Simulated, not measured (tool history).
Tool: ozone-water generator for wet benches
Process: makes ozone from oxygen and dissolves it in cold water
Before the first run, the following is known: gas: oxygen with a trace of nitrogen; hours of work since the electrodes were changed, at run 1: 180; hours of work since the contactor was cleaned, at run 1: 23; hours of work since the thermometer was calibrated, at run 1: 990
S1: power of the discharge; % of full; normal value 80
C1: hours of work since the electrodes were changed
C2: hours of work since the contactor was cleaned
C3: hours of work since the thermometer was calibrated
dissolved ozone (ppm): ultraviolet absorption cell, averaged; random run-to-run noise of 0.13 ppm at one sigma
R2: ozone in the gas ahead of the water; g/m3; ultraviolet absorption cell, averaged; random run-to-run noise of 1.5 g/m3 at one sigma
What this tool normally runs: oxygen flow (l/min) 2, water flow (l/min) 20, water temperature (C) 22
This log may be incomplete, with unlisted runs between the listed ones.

Run 1, hour 0: usual settings; C1 180; C2 23; C3 990. Result: dissolved ozone (ppm) 14.2, R2 291.5 g/m3.
Run 2, hour 17.9: usual settings; C1 197; C2 39; C3 1007. Result: dissolved ozone (ppm) 14.3, R2 290.7 g/m3.
Run 3, hour 39.8: usual settings but oxygen flow (l/min) 1.13; C1 217; C2 60; C3 1027. Result: dissolved ozone (ppm) 11.1, R2 351.8 g/m3.
Run 4, hour 67.4: usual settings but oxygen flow (l/min) 1.13; C1 243; C2 85; C3 1053. Result: dissolved ozone (ppm) 11.2, R2 351.2 g/m3.
Run 5, hour 89.3: usual settings but oxygen flow (l/min) 1.13, water temperature (C) 21; C1 263; C2 106; C3 1073. Result: dissolved ozone (ppm) 11.4, R2 352.7 g/m3.
Run 6, hour 118.3: usual settings but oxygen flow (l/min) 1.13, water temperature (C) 21; C1 290; C2 133; C3 1100. Result: dissolved ozone (ppm) 11.2, R2 353.6 g/m3.
Run 7, hour 134.2: usual settings; C1 305; C2 147; C3 1115. Result: dissolved ozone (ppm) 14.3, R2 289.8 g/m3.
Run 8, hour 158.6: usual settings; C1 328; C2 170; C3 1138. Result: dissolved ozone (ppm) 14.5, R2 291.3 g/m3.
Run 9, hour 185.9: usual settings but S1 99 % of full; C1 353; C2 195; C3 1163. Result: dissolved ozone (ppm) 17.6, R2 352.7 g/m3.
Run 10, hour 204.1: usual settings but S1 99 % of full; C1 370; C2 212; C3 1180. Result: dissolved ozone (ppm) 17.4, R2 353.2 g/m3.
Run 11, hour 222.2: usual settings but S1 74 % of full; C1 387; C2 229; C3 1197. Result: dissolved ozone (ppm) 13.3, R2 271.1 g/m3.
Run 12, hour 235.6: usual settings but S1 74 % of full; C1 399; C2 242; C3 1209. Result: dissolved ozone (ppm) 13.6, R2 270.4 g/m3.
Run 13, hour 260.9: usual settings but S1 74 % of full; C1 423; C2 265; C3 1233. Result: dissolved ozone (ppm) 13.4, R2 271.7 g/m3.
Run 14, hour 286.3: usual settings but S1 74 % of full; C1 446; C2 289; C3 1256. Result: dissolved ozone (ppm) 13.4, R2 268.5 g/m3.
Run 15, hour 317.1: usual settings but S1 74 % of full; C1 475; C2 317; C3 1285. Result: dissolved ozone (ppm) 13.4, R2 267.3 g/m3.
Run 16, hour 348.1: usual settings but water flow (l/min) 28; C1 504; C2 346; C3 1314. Result: dissolved ozone (ppm) 9.5, R2 288.9 g/m3.
Run 17, hour 370.9: usual settings; C1 525; C2 367; C3 1335. Result: dissolved ozone (ppm) 14.6, R2 289.6 g/m3.
Run 18, hour 400.8: usual settings but oxygen flow (l/min) 1.92, water flow (l/min) 21; C1 553; C2 395; C3 1363. Result: dissolved ozone (ppm) 13.3, R2 295.2 g/m3.
Run 19, hour 417: usual settings but oxygen flow (l/min) 3.36, water flow (l/min) 28; C1 568; C2 410; C3 1378. Result: dissolved ozone (ppm) 11.7, R2 242 g/m3.
Run 20, hour 430.9: usual settings but oxygen flow (l/min) 2.46, water flow (l/min) 22, water temperature (C) 19; C1 581; C2 423; C3 1391. Result: dissolved ozone (ppm) 14.2, R2 267.5 g/m3.
Run 21, hour 449.2: usual settings but S1 41 % of full, oxygen flow (l/min) 1.8, water flow (l/min) 28, water temperature (C) 17; C1 598; C2 440; C3 1408. Result: dissolved ozone (ppm) 4.9, R2 160.3 g/m3.
Run 22, hour 474.4: usual settings but S1 73 % of full, oxygen flow (l/min) 2.38, water flow (l/min) 22; C1 621; C2 463; C3 1431. Result: dissolved ozone (ppm) 12.6, R2 248.1 g/m3.
Run 23, hour 497.2: usual settings but S1 73 % of full, oxygen flow (l/min) 2.38, water flow (l/min) 22; C1 642; C2 485; C3 1452. Result: dissolved ozone (ppm) 12.8, R2 246.1 g/m3.
Run 24, hour 525.1: usual settings but S1 73 % of full, oxygen flow (l/min) 2.38, water flow (l/min) 22; C1 668; C2 511; C3 1478. Result: dissolved ozone (ppm) 12.8, R2 249.4 g/m3.
Run 25, hour 555.8: usual settings but S1 73 % of full, oxygen flow (l/min) 2.38, water flow (l/min) 22; C1 697; C2 539; C3 1507. Result: dissolved ozone (ppm) 12.6, R2 251.8 g/m3.
Run 26, hour 570.4: usual settings but water temperature (C) 20; C1 710; C2 553; C3 1520. Result: dissolved ozone (ppm) 14.7, R2 284.8 g/m3.
Run 27, hour 594: usual settings but oxygen flow (l/min) 3.12, water temperature (C) 18; C1 732; C2 575; C3 1542. Result: dissolved ozone (ppm) 17.4, R2 245 g/m3.
Run 28, hour 613.6: usual settings but S1 79 % of full, oxygen flow (l/min) 2.67, water temperature (C) 18; C1 750; C2 593; C3 1560. Result: dissolved ozone (ppm) 16.5, R2 257.5 g/m3.
Run 29, hour 634.1: usual settings but S1 79 % of full, oxygen flow (l/min) 2.67, water temperature (C) 18; C1 770; C2 612; C3 1579. Result: dissolved ozone (ppm) 16.6, R2 258.8 g/m3.
Run 30, hour 648: usual settings but S1 79 % of full, oxygen flow (l/min) 2.67, water temperature (C) 18; C1 782; C2 625; C3 1592. Result: dissolved ozone (ppm) 16.3, R2 256.3 g/m3.
Run 31, hour 663.3: usual settings but S1 76 % of full, oxygen flow (l/min) 2.67, water temperature (C) 25; C1 797; C2 639; C3 1607. Result: dissolved ozone (ppm) 14.8, R2 248 g/m3.
Run 32, hour 677.1: usual settings but S1 76 % of full, oxygen flow (l/min) 2.67, water temperature (C) 25; C1 809; C2 652; C3 1619. Result: dissolved ozone (ppm) 14.9, R2 246.2 g/m3.
Run 33, hour 698.9: usual settings but S1 71 % of full, oxygen flow (l/min) 2.67, water flow (l/min) 16, water temperature (C) 25; C1 830; C2 672; C3 1640. Result: dissolved ozone (ppm) 17.3, R2 230.5 g/m3.

Difference, measured minus no-hidden-state, one row per run. Run-to-run variation is common to both terms; the gauge's own scatter need not be:
The tool's hidden condition here consists of: yield of the discharge, % of new electrodes'; contactor's efficiency, % of a clean one's; true water temperature over the reading, C; drift of the gauge itself on ozone_ppm, %; drift of the gauge itself on gas_g_m3, %.
run    R2
  1    +0
  2  -0.2
  3  -0.5
  4  -0.9
  5  -1.1
  6  -1.5
  7  -1.3
  8  -1.5
  9  -2.3
 10  -2.4
 11    -2
 12  -2.1
 13  -2.4
 14  -2.6
 15  -2.9
 16  -3.4
 17  -3.6
 18    -4
 19  -3.5
 20  -3.9
 21  -2.4
 22    -4
 23  -4.2
 24  -4.4
 25  -4.7
 26  -5.5
 27    -5
 28  -5.3
 29  -5.5
 30  -5.7
 31  -5.5
 32  -5.6
 33  -5.5
dissolved ozone (ppm) without the hidden state stays within 0.1 of what was measured, in all runs.
